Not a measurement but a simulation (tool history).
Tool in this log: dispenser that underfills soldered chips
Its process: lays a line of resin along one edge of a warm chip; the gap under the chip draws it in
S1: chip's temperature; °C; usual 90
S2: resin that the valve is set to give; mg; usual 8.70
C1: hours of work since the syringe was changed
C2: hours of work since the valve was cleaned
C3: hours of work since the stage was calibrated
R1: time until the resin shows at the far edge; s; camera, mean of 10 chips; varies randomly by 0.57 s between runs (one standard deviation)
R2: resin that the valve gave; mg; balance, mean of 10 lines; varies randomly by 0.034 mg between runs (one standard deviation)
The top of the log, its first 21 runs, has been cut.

run	hour	S1	S2	C1	C2	C3	R1	R2
# hour 65.2: new syringe of resin
22	67.4	90	10.04	2	36	139	50.0	9.92
23	69.7	90	9.41	3	38	141	54.6	9.31
# hour 73.8: new syringe of resin
24	74.2	85	10.55	0	41	144	57.9	10.43
25	76.5	90	7.79	2	42	146	55.2	7.71
26	79.8	77	7.79	4	45	148	102.7	7.72
# hour 82.3: new syringe of resin
27	82.3	77	7.79	0	46	150	80.3	7.66
28	86.7	97	9.76	3	50	153	42.9	9.60
# hour 90.8: new syringe of resin
29	91.5	77	8.89	1	53	156	82.0	8.77
30	94.8	77	8.89	3	56	159	91.3	8.74
31	98.4	77	8.89	6	58	161	103.9	8.77
# hour 99.4: new syringe of resin
32	101.8	105	9.12	2	61	164	30.6	8.97
33	105.5	105	9.12	5	63	167	35.1	8.98
# hour 107.8: new syringe of resin
34	109.6	93	8.59	1	66	169	46.4	8.34
35	111.6	101	10.77	3	68	171	34.8	10.48

Predict each of these 3 candidate next runs independently; none follows another, all start after run 35:
# hour 115.8: dispensing valve cleaned and set on the balance
# hour 117.4: new syringe of resin
A	117.4	77	10.90	0	1	174	?	?
# hour 115.8: dispensing valve cleaned and set on the balance
# hour 117.4: new syringe of resin
B	117.4	79	8.70	0	1	174	?	?
# hour 115.8: dispensing valve cleaned and set on the balance
# hour 117.4: new syringe of resin
C	117.4	105	8.08	0	1	174	?	?

run	R1	R2
A	77.3	10.79
B	72.7	8.66
C	28.2	8.09
Take away the tool's hidden state, keep each run's random variation, and the runs would have read:
run	R1	R2
A	77.8	10.82
B	73.2	8.68
C	28.3	8.11
